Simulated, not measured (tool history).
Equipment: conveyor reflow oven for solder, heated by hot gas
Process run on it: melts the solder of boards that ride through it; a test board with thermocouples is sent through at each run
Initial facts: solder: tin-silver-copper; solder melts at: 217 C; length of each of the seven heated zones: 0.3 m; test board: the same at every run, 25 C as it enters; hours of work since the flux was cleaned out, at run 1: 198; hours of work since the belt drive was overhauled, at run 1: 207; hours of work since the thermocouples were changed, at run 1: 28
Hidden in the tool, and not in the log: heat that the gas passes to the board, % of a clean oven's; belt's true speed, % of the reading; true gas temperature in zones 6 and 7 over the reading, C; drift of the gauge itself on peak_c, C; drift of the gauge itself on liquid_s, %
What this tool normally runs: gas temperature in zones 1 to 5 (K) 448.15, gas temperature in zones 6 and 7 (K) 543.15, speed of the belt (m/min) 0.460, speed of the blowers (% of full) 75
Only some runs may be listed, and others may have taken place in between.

run	hour	gas temperature in zones 1 to 5 (K)	gas temperature in zones 6 and 7 (K)	speed of the belt (m/min)	speed of the blowers (% of full)	hours of work since the flux was cleaned out	hours of work since the belt drive was overhauled	hours of work since the thermocouples were changed	highest temperature of the board (K)	time above the solder's melting point (s)
1	0.0	448.15	543.15	0.460	75	198	207	28	528.65	61.0
2	10.5	439.15	543.15	0.460	75	203	211	33	526.75	57.4
3	19.1	448.15	543.15	0.481	75	207	215	37	527.05	56.9
4	32.6	448.15	543.15	0.460	75	213	222	43	528.25	61.1
5	39.1	448.15	543.15	0.460	75	216	225	46	528.15	61.5
6	51.9	448.15	552.15	0.460	75	222	231	52	536.25	66.3
7	57.8	448.15	552.15	0.460	75	225	233	55	536.45	65.3
8	67.4	448.15	543.15	0.460	75	229	238	59	528.75	61.5
9	75.3	448.15	543.15	0.460	75	233	241	63	528.05	61.2
10	85.4	461.15	543.15	0.460	75	238	246	67	530.75	67.7
11	97.3	448.15	543.15	0.460	62	243	252	73	524.25	57.7
12	107.7	448.15	543.15	0.460	62	248	256	78	524.55	57.0
13	117.2	448.15	543.15	0.460	75	252	261	82	528.45	61.9
14	123.4	434.15	543.15	0.460	75	255	264	85	526.55	55.1
15	135.2	434.15	543.15	0.460	75	261	269	90	526.35	55.5
16	146.6	434.15	543.15	0.460	75	266	274	96	526.55	54.5
17	157.7	434.15	543.15	0.460	75	271	279	101	525.75	55.0
18	169.2	463.15	533.15	0.498	77	276	285	106	520.25	57.4
19	178.8	463.15	533.15	0.498	58	281	289	111	515.35	49.5
20	190.3	463.15	533.15	0.498	58	286	295	116	514.85	50.5
21	196.0	448.15	553.15	0.460	75	289	297	118	537.75	65.1
22	204.9	448.15	553.15	0.374	75	293	301	123	543.15	85.1
23	212.7	448.15	543.15	0.460	81	296	305	126	530.15	63.9
24	222.1	448.15	543.15	0.524	66	301	309	131	521.45	45.7
25	233.7	437.15	545.15	0.535	55	306	315	136	513.05	34.0
26	246.7	437.15	545.15	0.535	55	312	321	142	512.55	34.6
27	259.4	448.15	543.15	0.446	75	318	327	148	529.45	63.8
28	267.9	456.15	538.15	0.538	75	322	330	152	520.85	48.5
29	275.2	448.15	548.15	0.530	70	325	334	155	526.05	50.4
# hour 283.3: flux residue cleaned out of gas plates and filters
30	290.2	448.15	548.15	0.530	70	3	338	160	526.65	49.8
31	302.3	458.15	558.15	0.538	68	9	344	165	535.55	58.4

Forecast each of these 3 alternatives for the next run:
A	312.3	442.15	541.15	0.495	68	13	349	170	?	?
B	312.3	448.15	542.15	0.483	68	13	349	170	?	?
C	312.3	448.15	541.15	0.460	75	13	349	170	?	?

run	highest temperature of the board (K)	time above the solder's melting point (s)
A	521.75	48.7
B	523.05	54.5
C	526.85	60.2
Had the tool no hidden state, the same runs would have come out as:
run	highest temperature of the board (K)	time above the solder's melting point (s)
A	521.75	48.7
B	523.15	54.5
C	526.85	60.2
